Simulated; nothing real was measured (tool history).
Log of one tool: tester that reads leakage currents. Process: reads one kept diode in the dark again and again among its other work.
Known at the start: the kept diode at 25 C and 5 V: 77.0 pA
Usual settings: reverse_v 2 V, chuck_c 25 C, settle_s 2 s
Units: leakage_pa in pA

run    hour  reverse_v  chuck_c  settle_s  leakage_pa
  1       0          2       25         2       54.33
  2    36.1          2       25         2        54.2
  3    89.9          2       25         2       53.62
  4   140.9          2       25         2       53.71
  5     179          2       25      3.33       53.41
  6   224.7          2       25      3.33       52.93
  7   273.5          2       25      3.33        52.8
  8   343.4          2       25      3.33       52.01
  9   398.2          2       25         2       52.24
 10     468          2       25         2       51.38
 11   549.7          2       25         2       51.24
 12   626.4          2       25      2.96       50.44
 13   691.7          2       25      2.96       50.45
 14   752.4          2       25      2.96       50.15
 15     813          2       25      2.96       49.77
 16     874          2       25      2.96        60.6
 17   952.7       2.29       22         2       49.08
 18  1018.7       2.29       34         2      132.36
 19  1080.9      10.91       51      2.48      838.55
 20  1170.2       4.05       32      1.43      136.04
 21  1207.1          2       26         2       63.27
 22  1273.8          2       26         2       63.42
 23  1356.6          2       26      3.84       61.82
 24  1446.2       3.46       26      0.69       76.92
 25  1533.9       2.91       25         2       65.32
 26  1592.9       2.91       55      1.17      674.89
 27  1654.4       2.91       55      1.17      666.16
 28  1691.9       1.53       48      2.23      319.06
 29  1750.7       1.11       25       1.2        44.6
 30  1812.4        3.1       58      5.88      839.07
 31  1895.7          2       54      6.95      536.03

Not shown: 1 entry that the log had between the listed runs. Between which runs, and how does the tool's hidden state differ before and after?
Between runs 15 and 16: chuck's temperature calibrated (hour 874)
  stray current of the dirty probe card, pA a volt: 1.146 -> 1.17; current scale over the true one, %: 0.56 -> 0.57; true chuck temperature over the reading, C: -2.01 -> 0.27
  measured less the result without the state, leakage_pa: -6.65 -> +4.01 pA
